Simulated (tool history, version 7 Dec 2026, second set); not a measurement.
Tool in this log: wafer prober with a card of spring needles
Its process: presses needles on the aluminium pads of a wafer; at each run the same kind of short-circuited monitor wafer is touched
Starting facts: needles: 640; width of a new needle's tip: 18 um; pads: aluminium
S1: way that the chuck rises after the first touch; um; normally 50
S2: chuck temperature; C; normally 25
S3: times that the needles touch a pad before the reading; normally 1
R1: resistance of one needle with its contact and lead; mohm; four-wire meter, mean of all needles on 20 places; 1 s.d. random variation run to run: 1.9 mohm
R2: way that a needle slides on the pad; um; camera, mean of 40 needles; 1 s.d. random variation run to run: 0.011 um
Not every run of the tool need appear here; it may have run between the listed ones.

Run 1, hour 0: usual settings. Result: R1 365 mohm, R2 13.48 um.
Run 2, hour 8.7: usual settings. Result: R1 401 mohm, R2 13.5 um.
At hour 14.6: tips cleaned on abrasive film.
Run 3, hour 19.6: usual settings. Result: R1 519 mohm, R2 13.45 um.
Run 4, hour 34.3: usual settings. Result: R1 495 mohm, R2 13.47 um.
Run 5, hour 48.7: usual settings. Result: R1 485 mohm, R2 13.46 um.
At hour 50.2: tips cleaned on abrasive film.
Run 6, hour 58: usual settings. Result: R1 308 mohm, R2 13.44 um.
At hour 69.8: tips cleaned on abrasive film, once more.
Run 7, hour 72.6: usual settings. Result: R1 249 mohm, R2 13.42 um.
Run 8, hour 81.7: usual settings. Result: R1 332 mohm, R2 13.41 um.
Run 9, hour 94.6: usual settings. Result: R1 395 mohm, R2 13.42 um.
Run 10, hour 103: usual settings but S2 28 C. Result: R1 423 mohm, R2 13.42 um.
At hour 104.5: tips cleaned on abrasive film.
Run 11, hour 117.5: usual settings but S2 28 C. Result: R1 336 mohm, R2 13.4 um.
Run 12, hour 132.8: usual settings. Result: R1 411 mohm, R2 13.41 um.
At hour 139.2: tips cleaned on abrasive film.
Run 13, hour 148.2: usual settings. Result: R1 303 mohm, R2 13.39 um.
Run 14, hour 158: usual settings but S2 29 C. Result: R1 369 mohm, R2 13.4 um.
Run 15, hour 168.1: usual settings but S2 29 C. Result: R1 415 mohm, R2 13.39 um.
At hour 174.7: tips cleaned on abrasive film.
Run 16, hour 174.8: usual settings but S2 29 C. Result: R1 222 mohm, R2 13.37 um.
Run 17, hour 185.9: usual settings but S1 33 um, S2 31 C, S3 2. Result: R1 394 mohm, R2 8.76 um.
Run 18, hour 196.9: usual settings but S1 64 um, S2 96 C, S3 2. Result: R1 275 mohm, R2 17.18 um.
Run 19, hour 204.4: usual settings but S1 64 um, S2 96 C, S3 2. Result: R1 285 mohm, R2 17.18 um.
At hour 209.4: tips cleaned on abrasive film.
Run 20, hour 219.2: usual settings but S1 64 um, S2 96 C, S3 2. Result: R1 249 mohm, R2 17.15 um.
Run 21, hour 231: usual settings but S1 64 um, S2 35 C, S3 2. Result: R1 269 mohm, R2 17.13 um.
Run 22, hour 243.3: usual settings but S1 64 um, S2 35 C, S3 2. Result: R1 287 mohm, R2 17.14 um.
At hour 244.6: tips cleaned on abrasive film.
At hour 255.7: height of the first contact set anew.
Run 23, hour 257: usual settings but S1 64 um, S2 35 C, S3 2. Result: R1 245 mohm, R2 17.36 um.
Run 24, hour 265.5: usual settings but S1 64 um, S2 35 C, S3 2. Result: R1 260 mohm, R2 17.41 um.
Run 25, hour 273: usual settings but S1 41 um, S2 35 C. Result: R1 498 mohm, R2 11.15 um.
At hour 279.3: tips cleaned on abrasive film.
Run 26, hour 281.6: usual settings but S2 68 C. Result: R1 243 mohm, R2 13.56 um.
Run 27, hour 289: usual settings but S1 44 um, S3 2. Result: R1 288 mohm, R2 11.93 um.
Run 28, hour 301.3: usual settings but S3 2. Result: R1 309 mohm, R2 13.56 um.
Run 29, hour 313.3: usual settings but S1 46 um, S2 27 C, S3 3. Result: R1 298 mohm, R2 12.48 um.

Alternative continuations, all from the tool just after run 29; predict every row:
At hour 314.9: tips cleaned on abrasive film.
Run A, hour 327.3: usual settings but S1 35 um. Result: R1 ?, R2 ?.
At hour 314.9: tips cleaned on abrasive film.
Run B, hour 327.3: usual settings but S1 62 um, S2 55 C, S3 2. Result: R1 ?, R2 ?.
At hour 314.9: tips cleaned on abrasive film.
Run C, hour 327.3: usual settings but S2 30 C. Result: R1 ?, R2 ?.
At hour 314.9: tips cleaned on abrasive film.
Run D, hour 327.3: usual settings but S1 47 um, S2 79 C, S3 3. Result: R1 ?, R2 ?.

run   R1     R2
  A  481   9.47
  B  255  16.82
  C  338  13.52
  D  266  12.72
Without the tool's unlogged condition, the same runs would have read:
run   R1     R2
  A  209    9.5
  B  201  16.85
  C  200  13.55
  D  213  12.75
